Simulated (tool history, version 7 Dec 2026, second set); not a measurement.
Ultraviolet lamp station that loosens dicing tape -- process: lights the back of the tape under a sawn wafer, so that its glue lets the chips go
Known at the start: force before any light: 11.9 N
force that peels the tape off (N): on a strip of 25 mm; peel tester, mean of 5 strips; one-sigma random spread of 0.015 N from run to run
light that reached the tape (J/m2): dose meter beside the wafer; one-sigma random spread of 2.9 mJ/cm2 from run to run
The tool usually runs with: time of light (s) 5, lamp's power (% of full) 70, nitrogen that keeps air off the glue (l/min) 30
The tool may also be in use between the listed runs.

run   hour  time of light (s)  lamp's power (% of full)  nitrogen that keeps air off the glue (l/min)  force that peels the tape off (N)  light that reached the tape (J/m2)
  1    0.0                  5                        70                                            30                              1.330                                3320
  2   28.1                  5                        70                                            30                              1.346                                3310
  3   45.6                  5                        70                                            30                              1.359                                3260
  4   70.4                  5                        70                                            30                              1.442                                3240
  5   99.1                  5                        70                                            34                              1.331                                3130
  6  121.8                  5                        70                                            34                              1.333                                3080
  7  146.3                  5                        70                                            14                              2.509                                3080
  8  165.9                  5                        70                                            14                              2.636                                3020
  9  177.9                  5                        70                                            23                              1.912                                3010
 10  191.0                  5                        77                                            30                              1.367                                3270
 11  218.4                  4                       100                                            38                              1.046                                3390
 12  240.1                  4                       100                                            38                              1.071                                3300
 13  260.4                  7                       100                                            28                              0.369                                5700
 14  276.6                  7                       100                                            28                              0.373                                5640
 15  304.2                  7                       100                                            28                              0.407                                5650
     306.5  -- lamp changed
 16  327.9                  8                        77                                            10                              0.845                                6380

Consider 4 possible next runs. They are alternatives, not a sequence: every one starts from the tool as it was left by run 16. What does each give?
  A  343.0                  2                        70                                            32                                  ?                                   ?
  B  343.0                  4                        90                                            15                                  ?                                   ?
  C  343.0                  5                        91                                            34                                  ?                                   ?
  D  343.0                  8                        77                                            50                                  ?                                   ?

run  force that peels the tape off (N)  light that reached the tape (J/m2)
  A                              4.483                                1430
  B                              1.932                                3690
  C                              0.525                                4700
  D                              0.170                                6340
Stripped of hidden state, with their random variation kept, the same runs would have yielded:
run  force that peels the tape off (N)  light that reached the tape (J/m2)
  A                              3.677                                1720
  B                              1.354                                4440
  C                              0.323                                5650
  D                              0.128                                7620
